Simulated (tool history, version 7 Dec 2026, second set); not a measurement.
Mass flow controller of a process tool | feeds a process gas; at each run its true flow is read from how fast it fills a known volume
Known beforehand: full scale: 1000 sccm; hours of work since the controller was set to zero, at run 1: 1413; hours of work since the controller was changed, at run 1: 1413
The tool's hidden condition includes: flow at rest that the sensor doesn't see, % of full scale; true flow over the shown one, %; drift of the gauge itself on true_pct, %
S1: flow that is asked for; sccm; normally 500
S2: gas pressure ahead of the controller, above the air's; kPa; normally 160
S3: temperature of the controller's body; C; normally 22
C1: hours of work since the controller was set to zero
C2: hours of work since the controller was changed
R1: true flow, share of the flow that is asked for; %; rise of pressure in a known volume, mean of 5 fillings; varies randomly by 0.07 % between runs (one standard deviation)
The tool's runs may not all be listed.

run	hour	S1	S2	S3	C1	C2	R1
1	0	500	160	22	1413	1413	99.63
2	45.4	165	160	22	1441	1441	98.47
3	115.4	165	269	22	1485	1485	98.63
4	171.6	165	269	36	1520	1520	100.2
5	231.7	500	160	35	1557	1557	101.09
6	297.9	500	160	35	1598	1598	101.03
# hour 302.6: controller's zero set anew
7	380.3	500	160	35	48	1650	100.86
8	461.7	500	160	35	99	1700	100.86
9	505.7	500	160	35	127	1728	100.96
10	576	101	160	35	171	1772	97.88
11	621.9	774	160	37	199	1800	101.5
12	703.4	179	257	21	250	1851	97.97

Run 13 has not been measured yet. What should we expect?
13	786.2	552	160	22	302	1903	?

{"run 13": {"R1": 99.55}}
The same run, on a tool lacking any hidden state, would have yielded R1 99.3 %.

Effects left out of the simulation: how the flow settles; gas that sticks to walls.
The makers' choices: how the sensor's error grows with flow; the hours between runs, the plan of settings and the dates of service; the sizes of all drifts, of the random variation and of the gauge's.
